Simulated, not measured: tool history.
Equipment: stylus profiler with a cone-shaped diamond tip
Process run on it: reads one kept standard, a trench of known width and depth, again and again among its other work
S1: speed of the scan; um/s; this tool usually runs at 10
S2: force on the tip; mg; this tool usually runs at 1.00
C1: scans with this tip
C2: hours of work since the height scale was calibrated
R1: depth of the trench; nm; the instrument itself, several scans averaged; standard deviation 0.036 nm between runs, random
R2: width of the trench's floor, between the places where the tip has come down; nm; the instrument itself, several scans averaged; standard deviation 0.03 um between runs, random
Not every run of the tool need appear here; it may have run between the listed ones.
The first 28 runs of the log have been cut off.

{"run": 29, "day": 47.021, "S1": 28, "S2": 0.61, "C1": 12633, "C2": 393, "R1": 99.95, "R2": 47460}
{"run": 30, "day": 48.05, "S1": 3, "S2": 0.61, "C1": 12780, "C2": 408, "R1": 99.93, "R2": 47580}
{"run": 31, "day": 49.842, "S1": 6, "S2": 2.52, "C1": 13035, "C2": 434, "R1": 100.32, "R2": 47560}
{"run": 32, "day": 51.917, "S1": 2, "S2": 0.42, "C1": 13331, "C2": 465, "R1": 99.93, "R2": 47590}
{"run": 33, "day": 53.404, "S1": 6, "S2": 2.84, "C1": 13543, "C2": 487, "R1": 100.38, "R2": 47510}
{"run": 34, "day": 55.033, "S1": 9, "S2": 1.04, "C1": 13775, "C2": 511, "R1": 99.98, "R2": 47520}
{"run": 35, "day": 56.512, "S1": 9, "S2": 1.04, "C1": 13986, "C2": 533, "R1": 100.0, "R2": 47570}
{"run": 36, "day": 58.333, "S1": 9, "S2": 1.04, "C1": 14245, "C2": 560, "R1": 99.98, "R2": 47490}
{"run": 37, "day": 60.625, "S1": 17, "S2": 1.6, "C1": 14572, "C2": 594, "R1": 100.11, "R2": 47480}
{"run": 38, "day": 62.325, "S1": 17, "S2": 1.6, "C1": 14814, "C2": 619, "R1": 100.12, "R2": 47500}
{"run": 39, "day": 64.321, "S1": 10, "S2": 1.23, "C1": 15098, "C2": 649, "R1": 99.97, "R2": 47470}
{"run": 40, "day": 66.454, "S1": 3, "S2": 2.57, "C1": 15402, "C2": 680, "R1": 100.14, "R2": 47500}
{"run": 41, "day": 67.962, "S1": 10, "S2": 1.7, "C1": 15617, "C2": 703, "R1": 100.07, "R2": 47480}
{"run": 42, "day": 69.262, "S1": 38, "S2": 0.51, "C1": 15802, "C2": 722, "R1": 99.78, "R2": 47260}
{"run": 43, "day": 71.342, "S1": 2, "S2": 0.98, "C1": 16099, "C2": 753, "R1": 99.95, "R2": 47480}
{"run": 44, "day": 73.625, "S1": 3, "S2": 0.36, "C1": 16424, "C2": 786, "R1": 99.7, "R2": 47460}
{"run": 45, "day": 74.933, "S1": 3, "S2": 2.85, "C1": 16610, "C2": 806, "R1": 100.21, "R2": 47430}

Alternative continuations, all from the tool just after run 45; predict every row:
{"run": "A", "day": 77.308, "S1": 13, "S2": 0.79, "C1": 16949, "C2": 841, "R1": "?", "R2": "?"}
{"run": "B", "day": 77.308, "S1": 20, "S2": 1.75, "C1": 16949, "C2": 841, "R1": "?", "R2": "?"}
{"run": "C", "day": 77.308, "S1": 4, "S2": 0.37, "C1": 16949, "C2": 841, "R1": "?", "R2": "?"}
{"run": "D", "day": 77.308, "S1": 9, "S2": 1.58, "C1": 16949, "C2": 841, "R1": "?", "R2": "?"}

run=A R1=99.78 R2=47360
run=B R1=100.00 R2=47420
run=C R1=99.67 R2=47470
run=D R1=100.01 R2=47440
With the hidden condition removed and each run's random variation left untouched, the same runs would have given:
run=A R1=100.24 R2=47910
run=B R1=100.46 R2=47970
run=C R1=100.13 R2=48020
run=D R1=100.47 R2=47990
